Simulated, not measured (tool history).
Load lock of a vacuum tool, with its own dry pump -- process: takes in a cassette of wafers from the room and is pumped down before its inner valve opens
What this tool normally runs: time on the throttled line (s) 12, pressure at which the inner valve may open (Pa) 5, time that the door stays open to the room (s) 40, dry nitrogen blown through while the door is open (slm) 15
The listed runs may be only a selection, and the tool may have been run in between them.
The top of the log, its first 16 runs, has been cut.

| run | hour | time on the throttled line (s) | pressure at which the inner valve may open (Pa) | time that the door stays open to the room (s) | dry nitrogen blown through while the door is open (slm) | incoming humidity of the room's air, % | time from the closed door until the inner valve may open (s) | rise of the pressure with all valves shut (Pa/min) |
|---|---|---|---|---|---|---|---|---|
| 17 | 1219.0 | 12 | 5 | 40 | 15 | 47.0 | 27.2 | 0.213 |
| 18 | 1304.7 | 12 | 5 | 40 | 15 | 48.9 | 27.4 | 0.217 |
| 19 | 1392.1 | 12 | 5 | 40 | 15 | 47.7 | 27.2 | 0.214 |
| 20 | 1447.9 | 12 | 5 | 40 | 15 | 42.9 | 26.7 | 0.221 |
| 21 | 1524.8 | 12 | 5 | 52 | 15 | 44.2 | 27.1 | 0.226 |
| 22 | 1585.8 | 12 | 5 | 52 | 15 | 45.4 | 26.8 | 0.229 |
| 23 | 1651.1 | 11 | 5 | 104 | 8 | 44.7 | 26.4 | 0.260 |
| 24 | 1726.2 | 9 | 5 | 104 | 8 | 43.4 | 25.0 | 0.260 |
| 25 | 1778.2 | 9 | 5 | 104 | 20 | 43.6 | 24.9 | 0.248 |
| 26 | 1862.1 | 10 | 5 | 56 | 7 | 44.9 | 25.6 | 0.246 |
| 27 | 1929.8 | 11 | 9 | 41 | 13 | 47.2 | 25.1 | 0.244 |
| 28 | 1989.3 | 15 | 5 | 40 | 15 | 45.3 | 28.8 | 0.232 |
| 29 | 2070.2 | 15 | 5 | 40 | 15 | 41.8 | 29.3 | 0.237 |
| 30 | 2139.8 | 15 | 8 | 40 | 15 | 43.1 | 28.4 | 0.232 |
| 31 | 2189.0 | 6 | 5 | 46 | 15 | 46.7 | 23.0 | 0.250 |
| 32 | 2282.5 | 6 | 5 | 46 | 15 | 45.3 | 22.8 | 0.252 |
| 33 | 2333.5 | 6 | 7 | 46 | 15 | 43.3 | 21.9 | 0.257 |
| 34 | 2383.3 | 6 | 7 | 46 | 15 | 44.9 | 21.8 | 0.250 |
| 35 | 2479.8 | 17 | 4 | 40 | 15 | 46.8 | 31.6 | 0.251 |
| 36 | 2574.7 | 17 | 4 | 40 | 15 | 46.5 | 30.9 | 0.258 |
| 37 | 2644.2 | 15 | 5 | 40 | 15 | 44.9 | 29.2 | 0.265 |

What if the next run were any one of these 4? Each begins from the tool's condition after run 37:
| A | 2729.6 | 15 | 5 | 225 | 36 | 49.9 | ? | ? |
| B | 2729.6 | 8 | 7 | 40 | 15 | 42.1 | ? | ? |
| C | 2729.6 | 15 | 9 | 40 | 15 | 48.3 | ? | ? |
| D | 2729.6 | 12 | 9 | 181 | 15 | 43.3 | ? | ? |

| run | time from the closed door until the inner valve may open (s) | rise of the pressure with all valves shut (Pa/min) |
|---|---|---|
| A | 29.0 | 0.292 |
| B | 23.5 | 0.258 |
| C | 28.3 | 0.266 |
| D | 25.9 | 0.306 |
What these runs would have given with no unlogged condition in the tool:
| run | time from the closed door until the inner valve may open (s) | rise of the pressure with all valves shut (Pa/min) |
|---|---|---|
| A | 28.6 | 0.065 |
| B | 23.1 | 0.033 |
| C | 27.9 | 0.042 |
| D | 25.4 | 0.079 |
